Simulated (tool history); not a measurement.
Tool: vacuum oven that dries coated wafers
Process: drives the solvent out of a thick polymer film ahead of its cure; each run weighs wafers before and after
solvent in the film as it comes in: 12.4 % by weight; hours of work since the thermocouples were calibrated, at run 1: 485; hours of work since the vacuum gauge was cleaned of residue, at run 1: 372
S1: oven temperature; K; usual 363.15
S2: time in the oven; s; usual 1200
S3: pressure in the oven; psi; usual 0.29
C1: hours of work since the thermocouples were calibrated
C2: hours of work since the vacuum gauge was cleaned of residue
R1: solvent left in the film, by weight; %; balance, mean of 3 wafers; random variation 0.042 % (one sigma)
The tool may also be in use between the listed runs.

run,hour,S1,S2,S3,C1,C2,R1
1,0,363.15,1200,0.29,485,372,2.67
2,22.9,363.15,1200,0.293,499,385,2.83
3,39.7,363.15,1200,0.293,509,396,2.78
4,63.8,363.15,1200,0.293,524,410,2.77
5,89.1,368.15,1200,0.29,539,425,2.17
6,110.8,368.15,1200,0.29,552,438,2.14
7,144,368.15,1200,0.29,572,458,2.19
8,166.5,368.15,1200,0.29,585,472,2.11
9,198.3,368.15,1200,0.29,604,491,2.2
10,213,368.15,1200,0.29,613,500,2.2
11,232.3,363.15,1200,0.29,625,511,2.74
# hour 236.4: oven's thermocouples calibrated
12,249.2,363.15,1200,0.29,8,520,2.75
13,277.9,363.15,1200,0.29,25,538,2.8
# hour 284: oven's thermocouples calibrated, once more
14,309,363.15,720,0.29,15,555,3.97
15,325.6,363.15,720,0.29,25,565,3.97
16,340.8,363.15,1200,0.676,34,574,5.88
17,366.7,363.15,1200,0.676,50,590,5.84
18,397.7,363.15,1200,0.676,68,608,5.81
19,429.3,372.15,2100,0.184,87,627,1.25
20,455.6,350.15,1320,0.506,103,643,7.95
21,471.3,350.15,1320,0.506,113,653,8.03
22,501.4,350.15,1320,0.506,131,671,8.01
23,517.7,370.15,1020,0.17,140,680,1.5
24,538.6,352.15,1020,0.228,153,693,5.12
25,552.1,352.15,1020,0.228,161,701,5.16
26,573.6,363.15,1320,0.37,174,714,3.58
27,594.3,368.15,660,0.181,187,727,2.6
28,621.5,368.15,660,0.181,203,743,2.69
29,650.4,368.15,660,0.181,220,760,2.56
30,674.4,359.15,1800,0.181,235,775,2.4
31,693.1,363.15,1200,0.506,246,786,4.62
32,718.3,363.15,1200,0.506,261,801,4.7
33,749.5,363.15,1500,0.396,280,820,3.65
34,774.2,363.15,1500,0.396,295,835,3.69
35,805.1,369.15,1200,1.054,313,853,6.93

3 ways to go on from here, each from the tool as it stands after run 35. What would each give?
A,828.7,354.15,1800,0.17,327,867,?
B,828.7,363.15,720,0.197,327,867,?
C,828.7,350.15,1620,0.18,327,867,?

run,R1
A,2.89
B,3.45
C,4.16
Without the tool's hidden state the same runs would have given:
run,R1
A,2.41
B,3.15
C,3.63

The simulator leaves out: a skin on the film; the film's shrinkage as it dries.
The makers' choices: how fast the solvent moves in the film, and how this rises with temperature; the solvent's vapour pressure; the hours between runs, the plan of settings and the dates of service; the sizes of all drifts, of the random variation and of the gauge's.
